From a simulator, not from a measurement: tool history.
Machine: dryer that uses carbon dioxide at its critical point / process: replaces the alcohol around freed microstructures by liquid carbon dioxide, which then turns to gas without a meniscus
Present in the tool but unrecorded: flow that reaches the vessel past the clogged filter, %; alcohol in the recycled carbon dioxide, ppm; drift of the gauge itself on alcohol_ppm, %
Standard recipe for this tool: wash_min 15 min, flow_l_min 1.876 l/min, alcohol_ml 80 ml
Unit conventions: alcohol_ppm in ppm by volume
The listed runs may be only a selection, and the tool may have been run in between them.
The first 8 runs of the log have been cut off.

run	hour	wash_min	flow_l_min	alcohol_ml	hours of work since the filter was changed	hours of work since the purifier's bed was changed	alcohol_ppm
9	135.5	15	1.876	80	22	224	67
10	156.0	15	1.876	80	29	230	77
11	172.4	15	1.876	80	34	236	69
12	185.3	15	1.876	80	39	240	67
13	196.0	15	1.876	80	42	244	72
14	212.9	15	1.876	80	48	250	68
15	222.5	15	1.876	80	51	253	76
16	241.3	15	1.876	80	58	259	71
17	258.1	15	1.876	80	63	265	79
18	272.5	20	1.876	80	68	270	51
19	292.2	16	1.876	80	75	276	70
20	306.5	16	1.890	80	80	281	74
21	322.1	15	1.876	20	85	286	54
22	345.1	11	1.550	40	93	294	267
23	358.1	11	1.550	40	97	299	274
24	375.3	11	1.550	40	103	304	282

Estimate the outcome of run 25 from the log above:
25	395.7	11	2.650	66	110	311	?

{"run 25": {"alcohol_ppm": 76}}
With the hidden condition absent and the run-to-run variation left alone, this run would have shown alcohol_ppm 20 ppm by volume.
